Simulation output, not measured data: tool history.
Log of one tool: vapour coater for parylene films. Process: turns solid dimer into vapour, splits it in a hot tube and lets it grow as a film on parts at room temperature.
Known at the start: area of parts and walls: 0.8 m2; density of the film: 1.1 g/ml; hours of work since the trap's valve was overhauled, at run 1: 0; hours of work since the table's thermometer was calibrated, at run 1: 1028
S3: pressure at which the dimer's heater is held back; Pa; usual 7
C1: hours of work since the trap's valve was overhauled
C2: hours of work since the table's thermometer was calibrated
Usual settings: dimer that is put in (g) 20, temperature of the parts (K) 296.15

Run 1, hour 0: usual settings; C1 0; C2 1028. Result: thickness of the film (µm) 10.1.
Run 2, hour 29.6: usual settings; C1 25; C2 1053. Result: thickness of the film (µm) 10.19.
Run 3, hour 64.7: usual settings; C1 54; C2 1082. Result: thickness of the film (µm) 10.09.
Run 4, hour 85.8: usual settings but dimer that is put in (g) 21; C1 72; C2 1100. Result: thickness of the film (µm) 10.57.
Run 5, hour 123: usual settings but dimer that is put in (g) 21; C1 103; C2 1131. Result: thickness of the film (µm) 10.34.
Run 6, hour 146.7: usual settings but dimer that is put in (g) 21; C1 123; C2 1151. Result: thickness of the film (µm) 10.58.
Run 7, hour 180.5: usual settings but dimer that is put in (g) 21; C1 151; C2 1179. Result: thickness of the film (µm) 10.72.
Run 8, hour 209.8: usual settings but dimer that is put in (g) 21; C1 176; C2 1204. Result: thickness of the film (µm) 10.34.
Run 9, hour 232.7: usual settings; C1 195; C2 1223. Result: thickness of the film (µm) 10.03.
Run 10, hour 251.1: usual settings; C1 210; C2 1238. Result: thickness of the film (µm) 9.96.
At hour 273.4: trap's valve overhauled.
Run 11, hour 288.5: usual settings; C1 13; C2 1266. Result: thickness of the film (µm) 10.03.
Run 12, hour 322.7: usual settings but temperature of the parts (K) 305.15; C1 41; C2 1295. Result: thickness of the film (µm) 8.02.
Run 13, hour 339.6: usual settings but temperature of the parts (K) 305.15; C1 55; C2 1309. Result: thickness of the film (µm) 7.95.
Run 14, hour 369: usual settings but temperature of the parts (K) 305.15; C1 80; C2 1334. Result: thickness of the film (µm) 7.88.
Run 15, hour 394.6: usual settings but temperature of the parts (K) 308.15, S3 7.18 Pa; C1 101; C2 1355. Result: thickness of the film (µm) 7.35.
Run 16, hour 416.3: usual settings but dimer that is put in (g) 15, temperature of the parts (K) 289.15, S3 7.88 Pa; C1 120; C2 1373. Result: thickness of the film (µm) 8.77.
Run 17, hour 437.3: usual settings but dimer that is put in (g) 15, temperature of the parts (K) 289.15, S3 7.88 Pa; C1 137; C2 1391. Result: thickness of the film (µm) 8.91.
Run 18, hour 470.9: usual settings but dimer that is put in (g) 8, temperature of the parts (K) 288.15; C1 165; C2 1419. Result: thickness of the film (µm) 4.86.
Run 19, hour 494.7: usual settings but temperature of the parts (K) 289.15; C1 185; C2 1439. Result: thickness of the film (µm) 11.91.
Run 20, hour 513.2: usual settings but S3 7.25 Pa; C1 201; C2 1454. Result: thickness of the film (µm) 10.01.
At hour 547.1: trap's valve overhauled.
Run 21, hour 548: usual settings but dimer that is put in (g) 24, temperature of the parts (K) 290.15; C1 1; C2 1480. Result: thickness of the film (µm) 14.21.
Run 22, hour 572.7: usual settings but dimer that is put in (g) 24, temperature of the parts (K) 290.15; C1 21; C2 1501. Result: thickness of the film (µm) 14.09.
Run 23, hour 609.9: usual settings but dimer that is put in (g) 10; C1 53; C2 1532. Result: thickness of the film (µm) 4.95.
Run 24, hour 632.5: usual settings but dimer that is put in (g) 15, temperature of the parts (K) 298.15; C1 72; C2 1551. Result: thickness of the film (µm) 7.17.
Run 25, hour 653.2: usual settings but dimer that is put in (g) 15, temperature of the parts (K) 298.15; C1 89; C2 1568. Result: thickness of the film (µm) 7.11.
Run 26, hour 672.1: usual settings but dimer that is put in (g) 12, temperature of the parts (K) 292.15; C1 105; C2 1584. Result: thickness of the film (µm) 6.71.
Run 27, hour 692.7: usual settings but dimer that is put in (g) 10, temperature of the parts (K) 288.15; C1 122; C2 1601. Result: thickness of the film (µm) 6.15.

5 ways to go on from here, each from the tool as it stands after run 27. What would each give?
Run A, hour 710.8: usual settings but dimer that is put in (g) 10, temperature of the parts (K) 293.15; C1 137; C2 1616. Result: thickness of the film (µm) ?.
Run B, hour 710.8: usual settings but S3 5.1 Pa; C1 137; C2 1616. Result: thickness of the film (µm) ?.
Run C, hour 710.8: usual settings but dimer that is put in (g) 10, temperature of the parts (K) 291.15; C1 137; C2 1616. Result: thickness of the film (µm) ?.
Run D, hour 710.8: usual settings but dimer that is put in (g) 10, temperature of the parts (K) 298.15; C1 137; C2 1616. Result: thickness of the film (µm) ?.
Run E, hour 710.8: usual settings but dimer that is put in (g) 10; C1 137; C2 1616. Result: thickness of the film (µm) ?.

run  thickness of the film (µm)
  A                        5.38
  B                       10.46
  C                        5.64
  D                        4.72
  E                        4.98
Without the tool's hidden state the same runs would have given:
run  thickness of the film (µm)
  A                         5.4
  B                        10.5
  C                        5.66
  D                        4.73
  E                           5

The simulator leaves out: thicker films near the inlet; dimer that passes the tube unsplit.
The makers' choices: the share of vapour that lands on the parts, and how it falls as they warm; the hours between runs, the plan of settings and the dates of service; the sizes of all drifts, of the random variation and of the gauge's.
